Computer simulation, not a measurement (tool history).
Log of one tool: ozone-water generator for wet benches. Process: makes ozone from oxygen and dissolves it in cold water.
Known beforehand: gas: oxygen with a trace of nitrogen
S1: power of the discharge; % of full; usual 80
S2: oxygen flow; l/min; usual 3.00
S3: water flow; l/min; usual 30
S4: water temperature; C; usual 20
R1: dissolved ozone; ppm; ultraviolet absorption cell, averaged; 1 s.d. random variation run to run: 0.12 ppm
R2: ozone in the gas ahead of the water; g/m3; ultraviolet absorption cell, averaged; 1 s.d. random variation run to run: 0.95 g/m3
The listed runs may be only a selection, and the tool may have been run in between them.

run 1 hour=0.0 | S1=80 S2=3.00 S3=30 S4=20 | R1=10.5 R2=160.7
run 2 hour=86.3 | S1=80 S2=3.00 S3=30 S4=20 | R1=10.5 R2=164.0
run 3 hour=226.8 | S1=80 S2=3.00 S3=30 S4=20 | R1=10.3 R2=162.4
run 4 hour=376.9 | S1=80 S2=3.00 S3=30 S4=21 | R1=10.1 R2=162.3
run 5 hour=485.5 | S1=80 S2=3.00 S3=30 S4=21 | R1=10.2 R2=163.3
-- hour=543.4 water thermometer calibrated
run 6 hour=602.6 | S1=80 S2=3.00 S3=30 S4=20 | R1=10.2 R2=163.5
run 7 hour=784.0 | S1=80 S2=3.00 S3=30 S4=22 | R1=10.1 R2=162.5
run 8 hour=934.7 | S1=80 S2=3.00 S3=30 S4=22 | R1=10.3 R2=163.3
run 9 hour=1092.3 | S1=43 S2=3.00 S3=37 S4=20 | R1=6.0 R2=117.8
run 10 hour=1175.0 | S1=43 S2=3.00 S3=37 S4=20 | R1=5.9 R2=118.0
run 11 hour=1289.0 | S1=43 S2=3.00 S3=37 S4=20 | R1=6.2 R2=117.4
run 12 hour=1430.5 | S1=43 S2=3.00 S3=37 S4=20 | R1=6.1 R2=118.4
run 13 hour=1566.7 | S1=43 S2=3.00 S3=37 S4=20 | R1=6.0 R2=117.5
run 14 hour=1663.4 | S1=43 S2=3.98 S3=37 S4=23 | R1=6.2 R2=102.4
run 15 hour=1808.6 | S1=80 S2=2.51 S3=30 S4=22 | R1=9.8 R2=181.0
run 16 hour=1972.1 | S1=79 S2=1.65 S3=26 S4=26 | R1=9.9 R2=225.1

Each row is a separate what-if for the run after 16, all from the same tool condition, not one after another. Results?
run A hour=2117.4 | S1=64 S2=4.97 S3=30 S4=20 | R1=? R2=?
run B hour=2117.4 | S1=79 S2=2.42 S3=35 S4=26 | R1=? R2=?
run C hour=2117.4 | S1=79 S2=1.65 S3=22 S4=26 | R1=? R2=?
run D hour=2117.4 | S1=70 S2=3.00 S3=19 S4=21 | R1=? R2=?
run E hour=2117.4 | S1=59 S2=1.60 S3=30 S4=20 | R1=? R2=?

run=A R1=10.0 R2=112.3
run=B R1=8.1 R2=183.7
run=C R1=11.7 R2=227.0
run=D R1=14.4 R2=153.5
run=E R1=7.3 R2=196.0
With no hidden state in the tool, these same runs would have given:
run=A R1=10.0 R2=110.5
run=B R1=8.1 R2=180.8
run=C R1=11.7 R2=223.4
run=D R1=14.4 R2=151.0
run=E R1=7.3 R2=192.8

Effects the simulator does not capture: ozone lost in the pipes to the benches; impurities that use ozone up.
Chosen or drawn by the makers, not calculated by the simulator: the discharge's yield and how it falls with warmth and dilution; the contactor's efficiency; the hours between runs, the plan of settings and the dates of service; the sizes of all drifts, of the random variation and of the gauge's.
